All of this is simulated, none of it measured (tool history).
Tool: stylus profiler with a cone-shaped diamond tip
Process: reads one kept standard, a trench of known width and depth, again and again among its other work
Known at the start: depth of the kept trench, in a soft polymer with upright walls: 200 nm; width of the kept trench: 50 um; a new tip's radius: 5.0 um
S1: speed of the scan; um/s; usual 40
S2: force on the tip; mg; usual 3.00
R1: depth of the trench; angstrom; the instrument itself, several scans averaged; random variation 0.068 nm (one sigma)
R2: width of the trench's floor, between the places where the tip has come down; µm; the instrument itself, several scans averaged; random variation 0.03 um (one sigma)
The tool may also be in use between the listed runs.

| run | hour | S1 | S2 | R1 | R2 |
|---|---|---|---|---|---|
| 1 | 0.0 | 40 | 3.00 | 2028.0 | 47.00 |
| 2 | 32.4 | 65 | 3.00 | 2027.2 | 46.89 |
| 3 | 72.8 | 54 | 3.00 | 2027.3 | 46.97 |
| 4 | 113.6 | 44 | 3.00 | 2027.7 | 46.95 |
| 5 | 146.0 | 44 | 3.00 | 2027.8 | 46.98 |
| 6 | 186.7 | 44 | 3.00 | 2028.7 | 46.97 |
| 7 | 238.5 | 66 | 3.00 | 2027.9 | 46.92 |
| 8 | 270.4 | 113 | 2.12 | 2023.0 | 46.62 |
| 9 | 311.7 | 26 | 3.80 | 2032.3 | 47.05 |
| 10 | 345.4 | 26 | 3.80 | 2031.7 | 47.05 |
| 11 | 389.4 | 29 | 3.00 | 2027.8 | 47.00 |

Run 12 comes next. What will it give?
| 12 | 416.1 | 56 | 1.10 | ? | ? |

Run 12 gave R1 2014.1 angstrom, R2 46.78 µm.
Without the tool's hidden state the same run would have given R1 2014.1 angstrom, R2 46.81 µm.
